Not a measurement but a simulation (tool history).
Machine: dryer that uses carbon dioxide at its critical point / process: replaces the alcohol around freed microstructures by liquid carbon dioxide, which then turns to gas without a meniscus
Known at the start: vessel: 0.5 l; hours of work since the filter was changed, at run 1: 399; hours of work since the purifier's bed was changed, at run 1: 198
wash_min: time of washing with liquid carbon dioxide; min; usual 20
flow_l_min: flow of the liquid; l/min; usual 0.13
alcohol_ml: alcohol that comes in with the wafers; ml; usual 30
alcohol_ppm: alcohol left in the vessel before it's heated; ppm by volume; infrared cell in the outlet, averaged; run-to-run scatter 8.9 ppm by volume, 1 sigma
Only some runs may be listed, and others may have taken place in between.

run   hour  wash_min  flow_l_min  alcohol_ml  hours of work since the filter was changed  hours of work since the purifier's bed was changed  alcohol_ppm
  1      0        20        0.13          30                                         399                                                 198          893
  2   32.8        20        0.13          30                                         411                                                 211          887
  3   61.2        20        0.13          30                                         422                                                 222          954
  4   80.1        20        0.13          30                                         429                                                 229          914
  5  100.4        20        0.13          30                                         437                                                 236          926
  6  129.3        20        0.13          30                                         448                                                 247          934
  7  150.5        20        0.13          30                                         456                                                 255          957
  8  174.1        20        0.13          30                                         465                                                 264          993
  9  209.1        24       0.102          34                                         478                                                 277         1351
 10  243.2        24       0.102          34                                         491                                                 290         1350
 11  274.2        15        0.13          73                                         502                                                 302         6343
 12  295.7        29        0.19          73                                         511                                                 310          159
     326.6  -- inlet filter changed
 13  329.3        29       0.172          73                                           1                                                 323          148
 14    357        29       0.172          73                                          11                                                 333          153

The next listed run, before its measurement:
 15  383.8        29       0.172          73                                          22                                                 343            ?

{"run 15": {"alcohol_ppm": 167}}
Minus the tool's unlogged condition, the same run would have read alcohol_ppm 29 ppm by volume.
